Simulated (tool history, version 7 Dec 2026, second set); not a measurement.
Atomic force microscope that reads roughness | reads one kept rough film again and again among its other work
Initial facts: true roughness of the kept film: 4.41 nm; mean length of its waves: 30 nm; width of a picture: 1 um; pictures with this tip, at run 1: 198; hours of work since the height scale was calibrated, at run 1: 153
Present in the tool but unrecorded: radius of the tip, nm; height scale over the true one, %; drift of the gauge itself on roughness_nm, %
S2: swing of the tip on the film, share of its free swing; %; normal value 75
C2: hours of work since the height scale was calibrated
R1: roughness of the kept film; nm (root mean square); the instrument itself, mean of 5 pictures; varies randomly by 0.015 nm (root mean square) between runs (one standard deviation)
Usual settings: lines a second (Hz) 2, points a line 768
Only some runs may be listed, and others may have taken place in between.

Run 1, hour 0: usual settings; pictures with this tip 198; C2 153. Result: R1 3.238 nm (root mean square).
Run 2, hour 10.4: usual settings; pictures with this tip 209; C2 160. Result: R1 3.237 nm (root mean square).
Run 3, hour 19.3: usual settings but S2 84 %; pictures with this tip 219; C2 166. Result: R1 3.024 nm (root mean square).
Run 4, hour 29.9: usual settings; pictures with this tip 231; C2 172. Result: R1 3.174 nm (root mean square).
Run 5, hour 44.2: usual settings but points a line 603; pictures with this tip 247; C2 181. Result: R1 3.144 nm (root mean square).
Run 6, hour 57.2: usual settings; pictures with this tip 261; C2 190. Result: R1 3.142 nm (root mean square).
At hour 66.6: new tip fitted.
Run 7, hour 67.4: usual settings; pictures with this tip 1; C2 196. Result: R1 3.497 nm (root mean square).
Run 8, hour 85.5: usual settings but lines a second (Hz) 2.56; pictures with this tip 21; C2 207. Result: R1 3.355 nm (root mean square).
Run 9, hour 104: usual settings but lines a second (Hz) 2.56; pictures with this tip 41; C2 219. Result: R1 3.314 nm (root mean square).
Run 10, hour 123.8: usual settings; pictures with this tip 63; C2 231. Result: R1 3.384 nm (root mean square).
Run 11, hour 138.9: usual settings but points a line 729; pictures with this tip 80; C2 241. Result: R1 3.393 nm (root mean square).
Run 12, hour 147: usual settings but points a line 729; pictures with this tip 89; C2 246. Result: R1 3.375 nm (root mean square).
Run 13, hour 163.7: usual settings but points a line 729; pictures with this tip 107; C2 257. Result: R1 3.327 nm (root mean square).
Run 14, hour 178.2: usual settings; pictures with this tip 123; C2 266. Result: R1 3.314 nm (root mean square).
Run 15, hour 192.4: usual settings but S2 56 %; pictures with this tip 139; C2 275. Result: R1 3.589 nm (root mean square).
Run 16, hour 208.1: usual settings but S2 58 %; pictures with this tip 156; C2 285. Result: R1 3.518 nm (root mean square).
Run 17, hour 216.2: usual settings but points a line 403; pictures with this tip 165; C2 290. Result: R1 3.228 nm (root mean square).
Run 18, hour 224.8: usual settings but lines a second (Hz) 3.66, S2 62 %, points a line 825; pictures with this tip 174; C2 295. Result: R1 3.277 nm (root mean square).
Run 19, hour 244.1: usual settings but lines a second (Hz) 3.66, S2 62 %, points a line 825; pictures with this tip 196; C2 307. Result: R1 3.265 nm (root mean square).
Run 20, hour 260.9: usual settings but S2 76 %, points a line 261; pictures with this tip 214; C2 318. Result: R1 3.124 nm (root mean square).
Run 21, hour 272: usual settings but S2 76 %, points a line 261; pictures with this tip 226; C2 325. Result: R1 3.087 nm (root mean square).
Run 22, hour 285: usual settings but lines a second (Hz) 0.69, S2 88 %, points a line 463; pictures with this tip 241; C2 333. Result: R1 3.285 nm (root mean square).
Run 23, hour 301.2: usual settings but lines a second (Hz) 1.32, S2 88 %, points a line 463; pictures with this tip 259; C2 343. Result: R1 3.006 nm (root mean square).
At hour 312.5: new tip fitted.
Run 24, hour 315.2: usual settings but S2 61 %, points a line 593; pictures with this tip 3; C2 352. Result: R1 3.751 nm (root mean square).
Run 25, hour 331: usual settings but S2 60 %, points a line 419; pictures with this tip 20; C2 362. Result: R1 3.731 nm (root mean square).
Run 26, hour 347.1: usual settings but S2 60 %, points a line 419; pictures with this tip 38; C2 372. Result: R1 3.724 nm (root mean square).
Run 27, hour 357.8: usual settings but S2 60 %, points a line 589; pictures with this tip 50; C2 379. Result: R1 3.701 nm (root mean square).
Run 28, hour 375.7: usual settings but lines a second (Hz) 0.68, S2 89 %, points a line 295; pictures with this tip 69; C2 390. Result: R1 3.484 nm (root mean square).
Run 29, hour 385: usual settings but S2 63 %; pictures with this tip 80; C2 396. Result: R1 3.602 nm (root mean square).
Run 30, hour 401.2: usual settings but points a line 447; pictures with this tip 97; C2 406. Result: R1 3.323 nm (root mean square).
Run 31, hour 411.8: usual settings but lines a second (Hz) 1.36, S2 87 %, points a line 628; pictures with this tip 109; C2 413. Result: R1 3.229 nm (root mean square).
Run 32, hour 427: usual settings but lines a second (Hz) 1.36, S2 87 %, points a line 628; pictures with this tip 126; C2 422. Result: R1 3.212 nm (root mean square).
Run 33, hour 441.9: usual settings but lines a second (Hz) 1.36, S2 87 %, points a line 628; pictures with this tip 142; C2 432. Result: R1 3.18 nm (root mean square).
Run 34, hour 456: usual settings but lines a second (Hz) 0.85, S2 80 %, points a line 592; pictures with this tip 158; C2 441. Result: R1 3.426 nm (root mean square).

Hidden state at the last listed run before each entry between runs and at the first one after, where it differs:
From run 6 to run 7: new tip fitted (hour 66.6)
  radius of the tip, nm: 11.7 -> 5.3
  measured minus no-state result, R1: -0.372 -> -0.015 nm (root mean square)
From run 23 to run 24: new tip fitted (hour 312.5)
  radius of the tip, nm: 12.1 -> 5.3
  measured minus no-state result, R1: -0.376 -> -0.013 nm (root mean square)

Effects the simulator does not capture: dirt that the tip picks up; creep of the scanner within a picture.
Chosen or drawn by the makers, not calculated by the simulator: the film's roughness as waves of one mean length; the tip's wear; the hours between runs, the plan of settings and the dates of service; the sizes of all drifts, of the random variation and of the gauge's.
